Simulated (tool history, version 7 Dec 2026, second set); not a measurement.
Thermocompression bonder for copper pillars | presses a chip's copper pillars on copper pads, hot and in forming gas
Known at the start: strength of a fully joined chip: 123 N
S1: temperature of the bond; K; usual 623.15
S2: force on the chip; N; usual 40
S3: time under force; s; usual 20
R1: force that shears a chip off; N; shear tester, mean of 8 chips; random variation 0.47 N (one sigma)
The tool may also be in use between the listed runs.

| run | hour | S1 | S2 | S3 | R1 |
|---|---|---|---|---|---|
| 1 | 0 | 623.15 | 40 | 20 | 81.5 |
| 2 | 32.9 | 623.15 | 40 | 20 | 81.6 |
| 3 | 54.6 | 623.15 | 40 | 20 | 82.6 |
| 4 | 84.5 | 623.15 | 40 | 20 | 82.5 |
|  | 122.4 | forming gas filter changed |
| 5 | 122.8 | 623.15 | 40 | 20 | 87.3 |
| 6 | 147.1 | 623.15 | 40 | 20 | 88.5 |
| 7 | 163 | 623.15 | 40 | 20 | 88 |
| 8 | 187.9 | 623.15 | 40 | 20 | 87.2 |
| 9 | 210.8 | 623.15 | 40 | 20 | 86.9 |
| 10 | 227.7 | 623.15 | 40 | 20 | 87.8 |
| 11 | 246.1 | 623.15 | 40 | 20 | 88 |
| 12 | 273 | 623.15 | 56 | 20 | 105.6 |
| 13 | 307 | 623.15 | 47 | 20 | 97.1 |
| 14 | 323.6 | 623.15 | 45 | 20 | 95 |
|  | 348 | force cell calibrated |
| 15 | 349.5 | 623.15 | 45 | 20 | 90.8 |
| 16 | 368.3 | 623.15 | 45 | 20 | 90.7 |
| 17 | 389.9 | 652.15 | 40 | 15 | 93.1 |
| 18 | 427 | 633.15 | 38 | 12 | 74.3 |
| 19 | 454 | 643.15 | 34 | 34 | 95.3 |
| 20 | 476.8 | 606.15 | 58 | 11 | 81.6 |
| 21 | 512.3 | 606.15 | 58 | 11 | 81.7 |
| 22 | 528.7 | 641.15 | 46 | 23 | 102 |
| 23 | 565.4 | 601.15 | 50 | 26 | 88.4 |
| 24 | 597.1 | 601.15 | 50 | 26 | 87.1 |
| 25 | 635.3 | 617.15 | 28 | 15 | 52.3 |
| 26 | 673.1 | 623.15 | 33 | 55 | 92.2 |
| 27 | 698.5 | 634.15 | 33 | 52 | 97 |
| 28 | 716 | 610.15 | 38 | 36 | 83.2 |
| 29 | 743.5 | 610.15 | 38 | 36 | 83.3 |

5 ways to go on from here, each from the tool as it stands after run 29. What would each give?
| A | 767.8 | 623.15 | 50 | 20 | ? |
| B | 767.8 | 623.15 | 40 | 31 | ? |
| C | 767.8 | 623.15 | 30 | 17 | ? |
| D | 767.8 | 620.15 | 38 | 47 | ? |
| E | 767.8 | 623.15 | 40 | 38 | ? |

| run | R1 |
|---|---|
| A | 94 |
| B | 91.7 |
| C | 61.5 |
| D | 93.9 |
| E | 95 |
Without the tool's hidden state the same runs would have given:
| run | R1 |
|---|---|
| A | 96.1 |
| B | 93.5 |
| C | 62.1 |
| D | 96 |
| E | 97.1 |

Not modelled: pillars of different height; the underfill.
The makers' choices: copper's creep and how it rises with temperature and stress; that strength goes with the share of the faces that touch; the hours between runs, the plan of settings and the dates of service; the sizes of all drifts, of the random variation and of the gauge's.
